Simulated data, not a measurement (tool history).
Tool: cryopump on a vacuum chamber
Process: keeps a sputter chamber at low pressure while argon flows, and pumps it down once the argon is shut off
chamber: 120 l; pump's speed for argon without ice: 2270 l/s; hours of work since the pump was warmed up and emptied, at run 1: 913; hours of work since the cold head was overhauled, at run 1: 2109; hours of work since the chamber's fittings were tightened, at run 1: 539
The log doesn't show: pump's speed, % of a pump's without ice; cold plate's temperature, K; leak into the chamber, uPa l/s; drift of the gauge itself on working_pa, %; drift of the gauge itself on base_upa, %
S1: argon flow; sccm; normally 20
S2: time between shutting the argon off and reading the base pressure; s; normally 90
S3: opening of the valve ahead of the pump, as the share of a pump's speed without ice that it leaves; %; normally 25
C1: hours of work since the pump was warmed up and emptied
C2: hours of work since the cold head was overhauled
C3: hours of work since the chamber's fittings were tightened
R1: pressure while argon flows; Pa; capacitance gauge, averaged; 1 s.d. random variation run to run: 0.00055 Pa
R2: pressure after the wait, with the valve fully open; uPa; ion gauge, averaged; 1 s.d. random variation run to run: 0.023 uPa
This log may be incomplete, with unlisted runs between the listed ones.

run,hour,S1,S2,S3,C1,C2,C3,R1,R2
1,0.0,20,90,25,913,2109,539,0.0659,1.03
2,77.8,11,90,25,960,2157,586,0.0366,1.05
3,132.8,11,90,25,993,2190,619,0.0365,1.08
4,235.1,11,90,36,1055,2252,681,0.0265,1.21
5,316.3,20,90,25,1104,2301,730,0.0675,1.19
6,377.9,20,90,25,1142,2339,768,0.0679,1.21
7,437.4,20,90,55,1178,2375,804,0.0356,1.24
# hour 452.9: pump warmed up, emptied and cooled again
8,541.6,17,90,20,54,2435,864,0.0641,1.04
9,607.1,40,75,42,94,2474,904,0.0724,1.14
10,683.9,40,75,42,140,2521,950,0.0739,1.23
11,768.7,13,90,25,191,2572,1002,0.0398,1.01
12,827.6,20,24,25,227,2608,1037,0.0621,2.65
13,911.4,20,24,25,278,2659,1088,0.0616,2.62
14,993.2,32,207,17,328,2709,1138,0.1447,0.86

Alternative continuations, all from the tool just after run 14; predict every row:
A,1071.2,21,90,47,375,2756,1185,?,?
B,1071.2,32,253,17,375,2756,1185,?,?
C,1071.2,20,21,25,375,2756,1185,?,?
D,1071.2,23,207,17,375,2756,1185,?,?

run,R1,R2
A,0.0362,1.23
B,0.1428,0.84
C,0.0622,3.09
D,0.1034,0.87
With no hidden state in the tool, these same runs would have given:
run,R1,R2
A,0.0335,0.74
B,0.1388,0.35
C,0.0597,2.60
D,0.1005,0.39
